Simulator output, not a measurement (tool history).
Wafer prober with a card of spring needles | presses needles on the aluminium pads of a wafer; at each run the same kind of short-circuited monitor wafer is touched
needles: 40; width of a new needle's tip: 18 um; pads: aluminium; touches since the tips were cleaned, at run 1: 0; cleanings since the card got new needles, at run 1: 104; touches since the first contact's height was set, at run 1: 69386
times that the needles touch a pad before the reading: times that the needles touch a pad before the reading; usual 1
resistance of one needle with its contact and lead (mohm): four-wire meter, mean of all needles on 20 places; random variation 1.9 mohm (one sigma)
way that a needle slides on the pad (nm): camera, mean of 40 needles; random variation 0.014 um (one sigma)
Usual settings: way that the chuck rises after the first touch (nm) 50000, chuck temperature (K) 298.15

run	hour	way that the chuck rises after the first touch (nm)	chuck temperature (K)	times that the needles touch a pad before the reading	touches since the tips were cleaned	cleanings since the card got new needles	touches since the first contact's height was set	resistance of one needle with its contact and lead (mohm)	way that a needle slides on the pad (nm)
1	0	50000	298.15	1	0	104	69386	227	12670
# hour 14.4: tips cleaned on abrasive film
# hour 27.5: tips cleaned on abrasive film
2	31.5	50000	307.15	1	1921	106	84274	636	12510
# hour 34.7: height of the first contact set anew
# hour 40.4: tips cleaned on abrasive film
# hour 54.5: tips cleaned on abrasive film
# hour 67.1: tips cleaned on abrasive film
3	72.8	50000	307.15	1	2696	109	17948	651	12880
# hour 81: tips cleaned on abrasive film
# hour 94.2: tips cleaned on abrasive film
4	94.6	50000	307.15	1	185	111	28195	319	12840
# hour 108: tips cleaned on abrasive film
# hour 122.4: tips cleaned on abrasive film
5	127.8	50000	307.15	1	2565	113	43912	610	12800
# hour 136.3: tips cleaned on abrasive film
# hour 150.2: tips cleaned on abrasive film
# hour 162.2: tips cleaned on abrasive film
6	163.2	50000	298.15	1	476	116	60566	387	12760
# hour 174.9: tips cleaned on abrasive film, once more
# hour 188.8: tips cleaned on abrasive film
7	190	50000	298.15	1	574	118	73228	398	12690
# hour 201.1: tips cleaned on abrasive film
# hour 214.1: tips cleaned on abrasive film
# hour 217.3: height of the first contact set anew
# hour 226.8: tips cleaned on abrasive film
8	226.8	50000	298.15	1	0	121	4440	257	12920
# hour 240.8: tips cleaned on abrasive film
9	251.7	50000	298.15	1	5180	122	16259	740	12920
# hour 254.8: tips cleaned on abrasive film
# hour 267.9: tips cleaned on abrasive film
10	278.6	50000	298.15	1	5100	124	28936	741	12880
# hour 280.8: tips cleaned on abrasive film
# hour 294.8: tips cleaned on abrasive film
11	306	50000	298.15	1	5342	126	41865	759	12830
# hour 308.9: tips cleaned on abrasive film
# hour 321.2: tips cleaned on abrasive film
# hour 334.9: tips cleaned on abrasive film
12	343.5	50000	298.15	1	4059	129	59527	720	12790
# hour 348.3: tips cleaned on abrasive film
# hour 362.4: tips cleaned on abrasive film
13	362.7	34000	298.15	1	164	131	68581	394	8610
# hour 376: tips cleaned on abrasive film
# hour 388.1: tips cleaned on abrasive film
# hour 399.6: height of the first contact set anew
14	399.6	34000	298.15	1	5312	133	0	1356	8790
# hour 401.6: tips cleaned on abrasive film
# hour 414.9: tips cleaned on abrasive film
15	422.7	50000	298.15	1	3745	135	10897	731	12900
# hour 428.7: tips cleaned on abrasive film
16	439.9	44000	375.15	2	5342	136	19014	610	11310
# hour 442.9: tips cleaned on abrasive film
# hour 456.6: tips cleaned on abrasive film
17	460.1	44000	375.15	2	1666	138	28526	470	11250
# hour 469.3: tips cleaned on abrasive film
# hour 481.8: tips cleaned on abrasive film
18	485.7	45000	310.15	2	1846	140	40576	514	11500
# hour 495.6: tips cleaned on abrasive film
# hour 507.4: tips cleaned on abrasive film
# hour 520.3: tips cleaned on abrasive film
19	526.9	50000	303.15	2	3129	143	60006	498	12750
# hour 534.4: tips cleaned on abrasive film
# hour 548.1: tips cleaned on abrasive film
20	557.4	36000	312.15	1	4433	145	74454	1281	9100
# hour 560.5: tips cleaned on abrasive film
# hour 572.5: tips cleaned on abrasive film
21	576.6	36000	312.15	1	1963	147	83454	972	9030
# hour 582.7: height of the first contact set anew
# hour 585.7: tips cleaned on abrasive film
22	595	50000	298.15	2	4389	148	5777	534	12910
# hour 599.2: tips cleaned on abrasive film
# hour 613.4: tips cleaned on abrasive film
# hour 625.3: tips cleaned on abrasive film
23	634.4	42000	309.15	3	4329	151	24360	494	10800
# hour 639.1: tips cleaned on abrasive film
# hour 652.7: tips cleaned on abrasive film
# hour 665: tips cleaned on abrasive film
24	671.9	37000	324.15	2	3263	154	42044	787	9410
# hour 677.2: tips cleaned on abrasive film
# hour 690.9: tips cleaned on abrasive film
25	702.2	50000	298.15	2	5344	156	56346	568	12740
# hour 704.6: tips cleaned on abrasive film
# hour 717.4: tips cleaned on abrasive film
26	721.8	50000	335.15	1	2061	158	65566	657	12700
# hour 729.9: tips cleaned on abrasive film
# hour 742.8: tips cleaned on abrasive film
# hour 755.9: tips cleaned on abrasive film
27	756.7	59000	349.15	2	355	161	82013	283	14970
# hour 764.4: height of the first contact set anew
# hour 769.9: tips cleaned on abrasive film
# hour 783.1: tips cleaned on abrasive film
# hour 795.4: tips cleaned on abrasive film
28	795.4	59000	349.15	2	0	164	14590	237	15200
# hour 808.5: tips cleaned on abrasive film
# hour 821.1: tips cleaned on abrasive film
29	827.1	59000	349.15	2	2867	166	29559	429	15200

3 ways to go on from here, each from the tool as it stands after run 29. What would each give?
# hour 834.3: tips cleaned on abrasive film
# hour 846.7: tips cleaned on abrasive film
A	854.6	50000	333.15	1	3747	168	42521	?	?
# hour 834.3: tips cleaned on abrasive film
# hour 846.7: tips cleaned on abrasive film
B	854.6	50000	312.15	1	3747	168	42521	?	?
# hour 834.3: tips cleaned on abrasive film
# hour 846.7: tips cleaned on abrasive film
C	854.6	50000	326.15	1	3747	168	42521	?	?

run	resistance of one needle with its contact and lead (mohm)	way that a needle slides on the pad (nm)
A	748	12810
B	771	12790
C	745	12810
Without the tool's hidden state the same runs would have given:
run	resistance of one needle with its contact and lead (mohm)	way that a needle slides on the pad (nm)
A	210	12940
B	208	12920
C	208	12940

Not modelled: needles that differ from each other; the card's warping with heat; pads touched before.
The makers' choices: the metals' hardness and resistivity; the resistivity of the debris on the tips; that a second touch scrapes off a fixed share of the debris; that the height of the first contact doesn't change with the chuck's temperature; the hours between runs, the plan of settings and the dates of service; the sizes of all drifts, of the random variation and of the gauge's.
